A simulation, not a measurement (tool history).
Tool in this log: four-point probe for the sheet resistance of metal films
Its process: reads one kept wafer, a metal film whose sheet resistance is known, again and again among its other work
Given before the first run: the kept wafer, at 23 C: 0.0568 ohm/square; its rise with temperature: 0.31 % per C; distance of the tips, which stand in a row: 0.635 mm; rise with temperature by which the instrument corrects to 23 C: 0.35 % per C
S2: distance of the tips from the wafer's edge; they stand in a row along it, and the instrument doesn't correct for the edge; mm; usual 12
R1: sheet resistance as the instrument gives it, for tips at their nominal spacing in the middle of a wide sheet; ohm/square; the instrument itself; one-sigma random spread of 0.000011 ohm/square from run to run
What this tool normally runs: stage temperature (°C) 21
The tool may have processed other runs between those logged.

{"run": 1, "hour": 0.0, "stage temperature (°C)": 21, "S2": 12, "R1": 0.056734}
{"run": 2, "hour": 110.3, "stage temperature (°C)": 21, "S2": 12, "R1": 0.056702}
{"run": 3, "hour": 167.4, "stage temperature (°C)": 21, "S2": 12, "R1": 0.05669}
{"run": 4, "hour": 228.6, "stage temperature (°C)": 21, "S2": 12, "R1": 0.056676}
{"run": 5, "hour": 286.3, "stage temperature (°C)": 32, "S2": 12, "R1": 0.056406}
{"run": 6, "hour": 403.3, "stage temperature (°C)": 23, "S2": 12, "R1": 0.056639}
{"run": 7, "hour": 487.9, "stage temperature (°C)": 19, "S2": 12, "R1": 0.056707}
{"run": 8, "hour": 570.3, "stage temperature (°C)": 19, "S2": 12, "R1": 0.05669}
{"run": 9, "hour": 690.2, "stage temperature (°C)": 19, "S2": 12, "R1": 0.056666}
{"run": 10, "hour": 769.6, "stage temperature (°C)": 19, "S2": 12, "R1": 0.056635}
{"run": 11, "hour": 882.2, "stage temperature (°C)": 19, "S2": 12, "R1": 0.056621}
{"run": 12, "hour": 979.3, "stage temperature (°C)": 19, "S2": 12, "R1": 0.056594}
{"hour": 985.6, "done": "stage's thermometer calibrated"}
{"run": 13, "hour": 1039.9, "stage temperature (°C)": 19, "S2": 12, "R1": 0.056609}
{"run": 14, "hour": 1145.1, "stage temperature (°C)": 19, "S2": 12, "R1": 0.05659}
{"run": 15, "hour": 1245.1, "stage temperature (°C)": 20, "S2": 6, "R1": 0.056805}
{"run": 16, "hour": 1295.7, "stage temperature (°C)": 29, "S2": 15, "R1": 0.056324}
{"run": 17, "hour": 1377.7, "stage temperature (°C)": 29, "S2": 15, "R1": 0.056296}
{"run": 18, "hour": 1432.2, "stage temperature (°C)": 29, "S2": 15, "R1": 0.056263}
{"run": 19, "hour": 1499.2, "stage temperature (°C)": 28, "S2": 73, "R1": 0.056248}
{"hour": 1546.3, "done": "stage's thermometer calibrated, once more"}
{"run": 20, "hour": 1561.0, "stage temperature (°C)": 26, "S2": 57, "R1": 0.056256}
{"run": 21, "hour": 1636.6, "stage temperature (°C)": 30, "S2": 19, "R1": 0.056185}
{"run": 22, "hour": 1737.3, "stage temperature (°C)": 30, "S2": 19, "R1": 0.056165}
{"run": 23, "hour": 1810.3, "stage temperature (°C)": 30, "S2": 19, "R1": 0.056164}

Forecast each of these 4 alternatives for the next run:
{"run": "A", "hour": 1918.1, "stage temperature (°C)": 26, "S2": 7, "R1": "?"}
{"run": "B", "hour": 1918.1, "stage temperature (°C)": 34, "S2": 16, "R1": "?"}
{"run": "C", "hour": 1918.1, "stage temperature (°C)": 26, "S2": 6, "R1": "?"}
{"run": "D", "hour": 1918.1, "stage temperature (°C)": 22, "S2": 56, "R1": "?"}

run=A R1=0.056434
run=B R1=0.056075
run=C R1=0.056545
run=D R1=0.056269
Without the tool's hidden state the same runs would have given:
run=A R1=0.056973
run=B R1=0.056610
run=C R1=0.057085
run=D R1=0.056806
